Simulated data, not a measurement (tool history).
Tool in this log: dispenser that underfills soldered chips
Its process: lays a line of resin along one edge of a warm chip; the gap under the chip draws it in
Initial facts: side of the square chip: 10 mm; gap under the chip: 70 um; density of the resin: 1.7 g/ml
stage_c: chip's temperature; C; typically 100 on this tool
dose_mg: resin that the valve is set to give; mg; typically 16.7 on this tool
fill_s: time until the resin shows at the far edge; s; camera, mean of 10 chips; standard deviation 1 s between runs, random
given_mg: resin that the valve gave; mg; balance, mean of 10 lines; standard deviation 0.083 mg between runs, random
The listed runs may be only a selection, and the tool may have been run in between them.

run,hour,stage_c,dose_mg,fill_s,given_mg
1,0.0,100,16.7,111.2,15.53
# hour 9.5: new syringe of resin
2,10.9,100,16.7,116.7,15.51
# hour 18.8: new syringe of resin
3,20.0,100,16.7,112.4,15.45
# hour 28.3: new syringe of resin
# hour 37.4: new syringe of resin
4,37.4,100,16.7,107.0,15.37
# hour 46.5: new syringe of resin
# hour 49.7: dispensing valve cleaned and set on the balance
5,54.5,100,16.0,150.9,16.01
# hour 56.9: new syringe of resin
6,62.1,100,16.0,142.7,16.16
# hour 66.9: new syringe of resin
7,73.6,100,16.0,152.4,15.86
# hour 76.0: new syringe of resin
8,84.0,100,16.0,160.2,15.81
# hour 85.3: new syringe of resin
# hour 95.8: new syringe of resin
9,97.0,105,16.7,91.2,16.22
# hour 105.5: new syringe of resin
10,111.7,100,18.5,146.9,18.14
# hour 115.8: new syringe of resin
# hour 125.7: new syringe of resin
11,126.6,100,18.5,109.9,17.98
# hour 135.6: new syringe of resin
12,139.4,90,16.8,212.3,16.13
# hour 145.3: new syringe of resin
# hour 155.0: new syringe of resin
13,155.4,90,16.8,181.5,16.15
# hour 165.1: new syringe of resin
14,168.7,113,16.7,73.7,16.04
# hour 175.3: new syringe of resin
15,180.9,113,19.7,80.7,18.70
# hour 184.4: new syringe of resin
# hour 193.9: new syringe of resin
16,194.3,113,19.7,59.9,18.65
# hour 203.5: new syringe of resin
17,208.4,91,16.4,221.6,15.52
# hour 213.7: new syringe of resin
18,222.3,104,19.3,138.2,18.02
# hour 223.9: new syringe of resin
19,231.0,112,19.2,92.6,17.88
# hour 232.8: stage's temperature calibrated
# hour 234.2: new syringe of resin
# hour 243.7: new syringe of resin
20,243.7,99,16.7,101.2,15.43
# hour 253.9: new syringe of resin
21,254.3,108,15.1,71.4,13.90
# hour 263.6: new syringe of resin
22,264.0,108,15.1,73.5,13.74

3 ways to go on from here, each from the tool as it stands after run 22. What would each give?
# hour 272.5: dispensing valve cleaned and set on the balance
# hour 274.0: new syringe of resin
A,278.5,108,15.0,?,?
# hour 272.5: dispensing valve cleaned and set on the balance
# hour 274.0: new syringe of resin
B,278.5,100,15.5,?,?
# hour 272.5: dispensing valve cleaned and set on the balance
# hour 274.0: new syringe of resin
C,278.5,102,14.8,?,?

run,fill_s,given_mg
A,86.2,14.97
B,120.9,15.46
C,111.3,14.66
What these runs would have given with no unlogged condition in the tool:
run,fill_s,given_mg
A,69.1,15.04
B,96.7,15.53
C,89.0,14.73
